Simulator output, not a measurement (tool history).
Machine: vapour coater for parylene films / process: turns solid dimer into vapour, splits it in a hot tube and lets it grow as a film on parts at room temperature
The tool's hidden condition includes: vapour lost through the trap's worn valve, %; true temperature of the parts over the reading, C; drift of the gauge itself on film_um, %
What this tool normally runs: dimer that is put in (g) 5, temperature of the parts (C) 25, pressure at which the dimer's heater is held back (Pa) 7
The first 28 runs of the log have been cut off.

run,hour,dimer that is put in (g),temperature of the parts (C),pressure at which the dimer's heater is held back (Pa),hours of work since the trap's valve was overhauled,hours of work since the table's thermometer was calibrated,thickness of the film (nm)
29,990.7,2,28,10.95,253,1560,370
# hour 1005: table's thermometer calibrated
30,1027.1,7,26,8.01,274,13,1390
31,1052.8,7,26,8.01,290,29,1400
32,1094.9,5,21,7,316,55,1230
33,1125.6,4,21,8.41,334,73,950
34,1159,4,21,8.41,355,94,960
35,1182.9,3,18,5.88,369,108,830
36,1218.3,2,18,9.9,391,130,550
37,1259.4,5,33,3.14,416,155,780
38,1299.8,5,33,3.14,440,179,780
39,1320.8,3,23,10.09,453,192,640
40,1353.4,3,23,10.09,473,212,620
41,1396.2,5,25,9.73,499,238,970
42,1429.4,4,17,2.29,519,258,1060
43,1457.5,4,17,2.29,536,275,1040
44,1478.3,4,17,2.29,549,288,1060
# hour 1514.5: trap's valve overhauled
45,1523.8,4,17,2.29,6,313,1190

4 ways to go on from here, each from the tool as it stands after run 45. What would each give?
A,1570.2,7,25,7,34,342,?
B,1570.2,4,17,2.29,34,342,?
C,1570.2,3,30,5.26,34,342,?
D,1570.2,3,23,2.79,34,342,?

run,thickness of the film (nm)
A,1550
B,1180
C,540
D,760
Take away the tool's hidden state, keep each run's random variation, and the runs would have read:
run,thickness of the film (nm)
A,1550
B,1190
C,530
D,760
